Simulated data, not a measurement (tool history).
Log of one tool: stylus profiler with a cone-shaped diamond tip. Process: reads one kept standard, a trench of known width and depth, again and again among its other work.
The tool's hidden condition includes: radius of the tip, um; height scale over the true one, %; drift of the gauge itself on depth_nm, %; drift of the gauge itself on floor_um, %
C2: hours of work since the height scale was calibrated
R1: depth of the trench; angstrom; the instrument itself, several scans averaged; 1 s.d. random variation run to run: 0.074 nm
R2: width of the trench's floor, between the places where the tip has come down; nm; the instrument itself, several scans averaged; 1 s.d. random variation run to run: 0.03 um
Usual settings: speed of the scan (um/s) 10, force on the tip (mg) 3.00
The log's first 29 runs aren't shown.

Run 30, hour 673.6: usual settings but speed of the scan (um/s) 4, force on the tip (mg) 1.14; scans with this tip 5175; C2 65. Result: R1 2015.4 angstrom, R2 46990 nm.
Run 31, hour 700.0: usual settings but force on the tip (mg) 8.34; scans with this tip 5287; C2 81. Result: R1 2058.8 angstrom, R2 47020 nm.
Run 32, hour 728.8: usual settings but force on the tip (mg) 8.34; scans with this tip 5410; C2 99. Result: R1 2060.5 angstrom, R2 46990 nm.
Run 33, hour 753.8: usual settings but speed of the scan (um/s) 9, force on the tip (mg) 6.40; scans with this tip 5516; C2 114. Result: R1 2049.7 angstrom, R2 47010 nm.
Run 34, hour 779.2: usual settings but speed of the scan (um/s) 28, force on the tip (mg) 4.16; scans with this tip 5624; C2 130. Result: R1 2037.4 angstrom, R2 46910 nm.
Run 35, hour 796.4: usual settings but speed of the scan (um/s) 3, force on the tip (mg) 3.34; scans with this tip 5697; C2 140. Result: R1 2032.5 angstrom, R2 46990 nm.
Run 36, hour 825.1: usual settings but speed of the scan (um/s) 3, force on the tip (mg) 3.34; scans with this tip 5819; C2 158. Result: R1 2032.6 angstrom, R2 46920 nm.
Run 37, hour 840.6: usual settings but speed of the scan (um/s) 15, force on the tip (mg) 2.40; scans with this tip 5885; C2 167. Result: R1 2024.8 angstrom, R2 46870 nm.
Run 38, hour 856.8: usual settings but speed of the scan (um/s) 11, force on the tip (mg) 3.47; scans with this tip 5954; C2 177. Result: R1 2033.0 angstrom, R2 46860 nm.
Run 39, hour 877.1: usual settings but speed of the scan (um/s) 9, force on the tip (mg) 3.97; scans with this tip 6040; C2 189. Result: R1 2037.7 angstrom, R2 46940 nm.
Run 40, hour 897.0: usual settings but speed of the scan (um/s) 17, force on the tip (mg) 3.99; scans with this tip 6125; C2 202. Result: R1 2036.9 angstrom, R2 46910 nm.
Run 41, hour 923.3: usual settings but speed of the scan (um/s) 17, force on the tip (mg) 3.99; scans with this tip 6237; C2 218. Result: R1 2038.0 angstrom, R2 46870 nm.
Run 42, hour 943.1: usual settings but speed of the scan (um/s) 17, force on the tip (mg) 7.25; scans with this tip 6321; C2 230. Result: R1 2055.6 angstrom, R2 46870 nm.
Run 43, hour 962.5: usual settings but speed of the scan (um/s) 17, force on the tip (mg) 7.25; scans with this tip 6403; C2 242. Result: R1 2053.8 angstrom, R2 46840 nm.
Run 44, hour 991.6: usual settings but force on the tip (mg) 2.08; scans with this tip 6527; C2 259. Result: R1 2024.8 angstrom, R2 46850 nm.
Run 45, hour 1007.5: usual settings but force on the tip (mg) 2.08; scans with this tip 6594; C2 269. Result: R1 2024.8 angstrom, R2 46770 nm.

Consider 4 possible next runs. They are alternatives, not a sequence: every one starts from the tool as it was left by run 45. What does each give?
Run A, hour 1029.3: usual settings but speed of the scan (um/s) 9, force on the tip (mg) 2.29; scans with this tip 6687; C2 282. Result: R1 ?, R2 ?.
Run B, hour 1029.3: usual settings but speed of the scan (um/s) 9, force on the tip (mg) 2.06; scans with this tip 6687; C2 282. Result: R1 ?, R2 ?.
Run C, hour 1029.3: usual settings but speed of the scan (um/s) 11, force on the tip (mg) 1.80; scans with this tip 6687; C2 282. Result: R1 ?, R2 ?.
Run D, hour 1029.3: usual settings but speed of the scan (um/s) 2, force on the tip (mg) 1.37; scans with this tip 6687; C2 282. Result: R1 ?, R2 ?.

run      R1     R2
  A  2026.1  46800
  B  2025.2  46770
  C  2021.5  46810
  D  2018.6  46850
The same runs, with their run-to-run variation unchanged, on a tool lacking any hidden condition would have given:
run      R1     R2
  A  2025.0  48020
  B  2024.1  48000
  C  2020.5  48030
  D  2017.5  48080
